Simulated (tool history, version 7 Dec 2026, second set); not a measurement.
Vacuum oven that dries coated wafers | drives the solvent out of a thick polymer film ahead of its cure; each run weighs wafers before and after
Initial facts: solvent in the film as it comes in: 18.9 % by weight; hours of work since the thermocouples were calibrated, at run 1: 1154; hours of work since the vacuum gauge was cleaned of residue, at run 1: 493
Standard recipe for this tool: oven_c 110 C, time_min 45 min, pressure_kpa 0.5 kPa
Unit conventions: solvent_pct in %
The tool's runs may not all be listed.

| run | hour | oven_c | time_min | pressure_kpa | hours of work since the thermocouples were calibrated | hours of work since the vacuum gauge was cleaned of residue | solvent_pct |
|---|---|---|---|---|---|---|---|
| 1 | 0 | 110 | 45 | 0.5 | 1154 | 493 | 4.01 |
| 2 | 29.2 | 110 | 45 | 0.5 | 1167 | 506 | 3.92 |
| 3 | 50.8 | 110 | 45 | 0.5 | 1177 | 516 | 4.04 |
| 4 | 70.4 | 110 | 45 | 0.5 | 1186 | 525 | 3.94 |
|  | 74.9 | oven's thermocouples calibrated |
| 5 | 89.3 | 110 | 45 | 0.5 | 6 | 532 | 4.27 |
| 6 | 120.1 | 110 | 45 | 0.5 | 20 | 546 | 4.34 |
| 7 | 139.9 | 110 | 45 | 0.5 | 29 | 555 | 4.32 |
| 8 | 159.7 | 110 | 45 | 0.5 | 38 | 564 | 4.46 |
|  | 163.9 | oven's thermocouples calibrated, once more |
| 9 | 200.9 | 100 | 62 | 0.5 | 17 | 582 | 4.67 |
| 10 | 218.5 | 116 | 48 | 1.193 | 25 | 589 | 2.11 |
| 11 | 246.2 | 116 | 48 | 0.993 | 37 | 602 | 1.97 |
| 12 | 262 | 108 | 38 | 0.291 | 44 | 609 | 4.87 |
| 13 | 282.7 | 108 | 38 | 0.291 | 53 | 618 | 4.74 |

Alternative continuations, all from the tool just after run 13; predict every row:
| A | 314.4 | 108 | 28 | 1.333 | 68 | 633 | ? |
| B | 314.4 | 116 | 38 | 0.291 | 68 | 633 | ? |
| C | 314.4 | 119 | 38 | 0.295 | 68 | 633 | ? |
| D | 314.4 | 112 | 51 | 0.557 | 68 | 633 | ? |

| run | solvent_pct |
|---|---|
| A | 6.75 |
| B | 2.59 |
| C | 1.99 |
| D | 2.38 |
The same runs, with their run-to-run variation unchanged, on a tool lacking any hidden condition would have given:
| run | solvent_pct |
|---|---|
| A | 6.74 |
| B | 2.56 |
| C | 1.95 |
| D | 2.32 |
